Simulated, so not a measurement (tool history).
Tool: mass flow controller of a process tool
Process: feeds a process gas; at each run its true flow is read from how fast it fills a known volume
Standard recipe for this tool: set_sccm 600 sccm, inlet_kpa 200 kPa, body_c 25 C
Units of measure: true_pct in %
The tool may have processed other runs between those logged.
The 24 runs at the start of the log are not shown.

run,hour,set_sccm,inlet_kpa,body_c,hours of work since the controller was set to zero,hours of work since the controller was changed,true_pct
25,2640.8,400,200,25,1873,1873,97.47
26,2730.4,185,223,20,1918,1918,96.17
27,2808.4,995,265,29,1958,1958,100.08
28,2919.9,995,230,30,2014,2014,99.88
29,3006.8,995,226,30,2058,2058,99.82
30,3135.8,995,226,30,2122,2122,99.84
31,3261.7,931,200,23,2186,2186,98.75
32,3342.1,400,200,25,2226,2226,97.37
33,3478.9,115,223,27,2295,2295,95.51
34,3583.3,115,223,27,2348,2348,95.35
35,3666.7,115,223,27,2390,2390,95.29
36,3738.4,945,155,27,2426,2426,98.83
37,3880.5,945,155,27,2497,2497,98.67
38,4029.2,945,155,27,2572,2572,98.85
39,4110.8,945,155,27,2613,2613,98.72
40,4260.7,698,155,24,2689,2689,97.8
41,4383.6,698,155,24,2750,2750,97.56
42,4444.5,287,170,22,2781,2781,96.11
43,4564.4,174,197,34,2841,2841,96.29
44,4709.9,158,202,34,2915,2915,96.12
45,4818.7,742,164,34,2969,2969,98.73
46,4904.2,266,200,25,3012,3012,96.23
47,4967.9,266,200,25,3044,3044,96.24

Forecast each of these 3 alternatives for the next run:
A,5116.2,162,161,29,3119,3119,?
B,5116.2,100,214,34,3119,3119,?
C,5116.2,193,200,30,3119,3119,?

run,true_pct
A,95.09
B,94.79
C,95.97
Stripped of hidden state, with their random variation kept, the same runs would have yielded:
run,true_pct
A,97.84
B,98.78
C,98.4
